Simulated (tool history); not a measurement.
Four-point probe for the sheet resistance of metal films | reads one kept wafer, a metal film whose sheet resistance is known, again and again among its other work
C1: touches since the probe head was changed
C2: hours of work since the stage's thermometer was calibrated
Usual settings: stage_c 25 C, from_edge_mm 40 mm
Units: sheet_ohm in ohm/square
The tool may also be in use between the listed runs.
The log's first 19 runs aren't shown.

run 20 hour=1679.3 | stage_c=25 from_edge_mm=4 | C1=59631 C2=1191 | sheet_ohm=8.134501
run 21 hour=1733.5 | stage_c=25 from_edge_mm=4 | C1=60205 C2=1217 | sheet_ohm=8.13308
run 22 hour=1855.2 | stage_c=23 from_edge_mm=40 | C1=61493 C2=1274 | sheet_ohm=7.752015
run 23 hour=1921.2 | stage_c=23 from_edge_mm=40 | C1=62192 C2=1305 | sheet_ohm=7.756532
run 24 hour=1976.2 | stage_c=25 from_edge_mm=47 | C1=62775 C2=1331 | sheet_ohm=7.739862
run 25 hour=2049.9 | stage_c=27 from_edge_mm=29 | C1=63555 C2=1366 | sheet_ohm=7.735374
run 26 hour=2131.5 | stage_c=29 from_edge_mm=7 | C1=64419 C2=1404 | sheet_ohm=7.850514
run 27 hour=2208.8 | stage_c=28 from_edge_mm=13 | C1=65238 C2=1440 | sheet_ohm=7.761301
run 28 hour=2272.1 | stage_c=28 from_edge_mm=13 | C1=65908 C2=1470 | sheet_ohm=7.756744
run 29 hour=2366.9 | stage_c=28 from_edge_mm=13 | C1=66911 C2=1515 | sheet_ohm=7.758595
run 30 hour=2492 | stage_c=34 from_edge_mm=7 | C1=68236 C2=1574 | sheet_ohm=7.819421
run 31 hour=2614.2 | stage_c=25 from_edge_mm=48 | C1=69531 C2=1631 | sheet_ohm=7.739076
run 32 hour=2674.6 | stage_c=25 from_edge_mm=48 | C1=70170 C2=1660 | sheet_ohm=7.743909
run 33 hour=2774.6 | stage_c=27 from_edge_mm=64 | C1=71229 C2=1707 | sheet_ohm=7.72982
run 34 hour=2839.6 | stage_c=25 from_edge_mm=8 | C1=71917 C2=1737 | sheet_ohm=7.839379
run 35 hour=2907.7 | stage_c=28 from_edge_mm=40 | C1=72638 C2=1769 | sheet_ohm=7.72316
run 36 hour=3037 | stage_c=28 from_edge_mm=3 | C1=74007 C2=1830 | sheet_ohm=8.395257
run 37 hour=3137.2 | stage_c=28 from_edge_mm=3 | C1=75068 C2=1877 | sheet_ohm=8.394104
run 38 hour=3191.6 | stage_c=22 from_edge_mm=40 | C1=75644 C2=1903 | sheet_ohm=7.761656
run 39 hour=3257.6 | stage_c=22 from_edge_mm=40 | C1=76343 C2=1934 | sheet_ohm=7.758839
run 40 hour=3319.9 | stage_c=21 from_edge_mm=24 | C1=77003 C2=1963 | sheet_ohm=7.771497
run 41 hour=3382.2 | stage_c=21 from_edge_mm=24 | C1=77663 C2=1993 | sheet_ohm=7.77469
run 42 hour=3450.8 | stage_c=21 from_edge_mm=24 | C1=78389 C2=2025 | sheet_ohm=7.775579
run 43 hour=3553.2 | stage_c=19 from_edge_mm=40 | C1=79473 C2=2073 | sheet_ohm=7.775215
run 44 hour=3662 | stage_c=23 from_edge_mm=26 | C1=80625 C2=2124 | sheet_ohm=7.758344

4 ways to go on from here, each from the tool as it stands after run 44. What would each give?
run A hour=3774 | stage_c=34 from_edge_mm=75 | C1=81812 C2=2177 | sheet_ohm=?
run B hour=3774 | stage_c=25 from_edge_mm=33 | C1=81812 C2=2177 | sheet_ohm=?
run C hour=3774 | stage_c=24 from_edge_mm=40 | C1=81812 C2=2177 | sheet_ohm=?
run D hour=3774 | stage_c=20 from_edge_mm=26 | C1=81812 C2=2177 | sheet_ohm=?

run=A sheet_ohm=7.685831
run=B sheet_ohm=7.743692
run=C sheet_ohm=7.74473
run=D sheet_ohm=7.775814
Without the tool's hidden state the same runs would have given:
run=A sheet_ohm=7.686293
run=B sheet_ohm=7.744149
run=C sheet_ohm=7.745186
run=D sheet_ohm=7.776268
